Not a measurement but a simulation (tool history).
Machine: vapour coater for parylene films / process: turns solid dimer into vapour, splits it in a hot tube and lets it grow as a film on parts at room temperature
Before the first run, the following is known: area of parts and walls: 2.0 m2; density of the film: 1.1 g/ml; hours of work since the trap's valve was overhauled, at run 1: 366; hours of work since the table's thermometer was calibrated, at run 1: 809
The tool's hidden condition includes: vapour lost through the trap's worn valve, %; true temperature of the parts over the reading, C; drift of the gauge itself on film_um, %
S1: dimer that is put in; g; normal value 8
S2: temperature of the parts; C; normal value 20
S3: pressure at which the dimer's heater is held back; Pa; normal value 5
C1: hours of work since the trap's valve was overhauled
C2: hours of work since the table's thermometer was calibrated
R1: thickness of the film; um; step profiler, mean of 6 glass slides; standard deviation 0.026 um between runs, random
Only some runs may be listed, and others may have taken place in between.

run	hour	S1	S2	S3	C1	C2	R1
1	0	8	20	5	366	809	1.83
2	47.1	8	15	5	387	830	2.28
3	74.3	8	13	5	400	842	2.53
4	112.7	8	17	5	417	860	2.08
5	152.2	8	20	5	435	878	1.79
6	197.1	8	20	5	456	898	1.81
7	223.2	8	20	5	467	910	1.73
8	244.7	8	20	5	477	920	1.75
9	268.6	8	20	5	488	931	1.75
# hour 275.3: trap's valve overhauled
# hour 276.3: table's thermometer calibrated
10	313	4	20	5	17	17	0.95
11	350.5	4	20	5	34	34	0.94
12	372.4	7	20	5.81	44	44	1.67
13	399.3	5	13	9.16	56	56	1.52
14	436.9	5	13	9.16	73	73	1.5
# hour 458.7: table's thermometer calibrated, once more
15	468.3	5	13	9.16	87	4	1.61

Estimate the outcome of run 16 from the log above:
16	514	5	13	9.16	108	25	?

{"run 16": {"R1": 1.6}}
If the tool had no hidden condition, the same run with the same run-to-run variation would have returned R1 1.66 um.

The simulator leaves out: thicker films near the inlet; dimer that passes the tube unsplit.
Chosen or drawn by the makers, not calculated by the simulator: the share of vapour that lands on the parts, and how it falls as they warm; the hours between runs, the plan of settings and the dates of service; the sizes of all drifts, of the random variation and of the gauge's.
